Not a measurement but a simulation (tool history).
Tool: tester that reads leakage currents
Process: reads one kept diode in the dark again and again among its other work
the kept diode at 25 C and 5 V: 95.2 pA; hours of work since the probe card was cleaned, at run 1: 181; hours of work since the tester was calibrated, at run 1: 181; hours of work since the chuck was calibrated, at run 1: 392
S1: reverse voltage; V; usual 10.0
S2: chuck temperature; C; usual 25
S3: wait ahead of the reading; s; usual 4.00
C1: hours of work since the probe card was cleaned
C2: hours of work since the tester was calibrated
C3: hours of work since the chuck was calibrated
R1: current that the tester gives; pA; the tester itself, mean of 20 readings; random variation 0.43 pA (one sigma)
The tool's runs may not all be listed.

| run | hour | S1 | S2 | S3 | C1 | C2 | C3 | R1 |
|---|---|---|---|---|---|---|---|---|
| 1 | 0.0 | 10.0 | 25 | 4.00 | 181 | 181 | 392 | 135.89 |
| 2 | 105.7 | 10.0 | 25 | 4.00 | 240 | 240 | 451 | 135.26 |
| 3 | 229.3 | 10.0 | 25 | 4.00 | 309 | 309 | 520 | 133.78 |
| 4 | 323.3 | 10.0 | 25 | 4.00 | 362 | 362 | 573 | 132.97 |
| 5 | 400.3 | 10.0 | 25 | 4.00 | 405 | 405 | 616 | 132.43 |
| 6 | 500.2 | 10.0 | 55 | 4.00 | 460 | 460 | 672 | 1168.04 |
| 7 | 585.8 | 10.0 | 55 | 4.00 | 508 | 508 | 720 | 1154.72 |
| 8 | 650.9 | 10.0 | 55 | 4.00 | 544 | 544 | 756 | 1158.16 |
| 9 | 718.5 | 10.0 | 25 | 1.45 | 582 | 582 | 794 | 130.30 |
| 10 | 833.4 | 10.0 | 25 | 7.95 | 646 | 646 | 858 | 129.32 |
| 11 | 927.7 | 10.0 | 25 | 7.95 | 699 | 699 | 910 | 127.60 |
| 12 | 1049.2 | 10.0 | 25 | 1.00 | 767 | 767 | 978 | 127.40 |
| 13 | 1143.1 | 10.0 | 25 | 2.99 | 819 | 819 | 1031 | 126.21 |
| 14 | 1258.1 | 10.0 | 25 | 4.00 | 884 | 884 | 1095 | 125.14 |
|  | 1273.0 | probe card cleaned and baked |
| 15 | 1338.4 | 10.0 | 25 | 4.00 | 37 | 927 | 1138 | 125.57 |
| 16 | 1464.1 | 10.0 | 25 | 4.00 | 107 | 997 | 1208 | 124.56 |
| 17 | 1580.8 | 10.0 | 25 | 4.00 | 172 | 1062 | 1274 | 122.96 |
| 18 | 1697.5 | 10.0 | 25 | 4.00 | 237 | 1127 | 1339 | 122.60 |
| 19 | 1789.7 | 10.0 | 41 | 2.36 | 289 | 1179 | 1390 | 410.89 |
| 20 | 1914.0 | 10.0 | 56 | 0.34 | 358 | 1248 | 1460 | 1155.63 |
| 21 | 2047.2 | 5.4 | 35 | 9.03 | 432 | 1322 | 1534 | 181.28 |
|  | 2068.7 | probe card cleaned and baked, once more |
| 22 | 2116.4 | 5.4 | 35 | 9.03 | 27 | 1359 | 1571 | 179.31 |
| 23 | 2180.6 | 1.6 | 25 | 0.86 | 62 | 1395 | 1607 | 40.37 |
|  | 2247.7 | chuck's temperature calibrated |
| 24 | 2272.2 | 1.6 | 25 | 4.81 | 113 | 1445 | 14 | 48.64 |
| 25 | 2335.9 | 2.7 | 24 | 0.86 | 148 | 1481 | 49 | 60.63 |
| 26 | 2411.6 | 2.7 | 20 | 4.48 | 190 | 1523 | 92 | 43.52 |
| 27 | 2510.8 | 13.0 | 29 | 4.00 | 246 | 1579 | 147 | 221.51 |
| 28 | 2579.3 | 13.0 | 29 | 4.00 | 284 | 1617 | 185 | 221.56 |
| 29 | 2698.0 | 16.3 | 35 | 2.84 | 350 | 1683 | 251 | 396.22 |

How the hidden state differs across the entries between the runs, from the last listed run before each to the first after it:
Between runs 14 and 15: probe card cleaned and baked (hour 1273.0)
  stray current of the dirty probe card, pA a volt: 0.175 -> 0.208; current scale over the true one, %: -0.69 -> -0.72; true chuck temperature over the reading, C: -1.67 -> -1.73
  measured less the result without the state, R1: -17.10 -> -17.60 pA
Between runs 21 and 22: probe card cleaned and baked, once more (hour 2068.7)
  stray current of the dirty probe card, pA a volt: 0.277 -> 0.026; current scale over the true one, %: -1.03 -> -1.05; true chuck temperature over the reading, C: -2.28 -> -2.33
  measured less the result without the state, R1: -34.51 -> -36.61 pA
Between runs 23 and 24: chuck's temperature calibrated (hour 2247.7)
  stray current of the dirty probe card, pA a volt: 0.032 -> 0.039; current scale over the true one, %: -1.08 -> -1.12; true chuck temperature over the reading, C: -2.38 -> -0.06
  measured less the result without the state, R1: -8.98 -> -0.76 pA

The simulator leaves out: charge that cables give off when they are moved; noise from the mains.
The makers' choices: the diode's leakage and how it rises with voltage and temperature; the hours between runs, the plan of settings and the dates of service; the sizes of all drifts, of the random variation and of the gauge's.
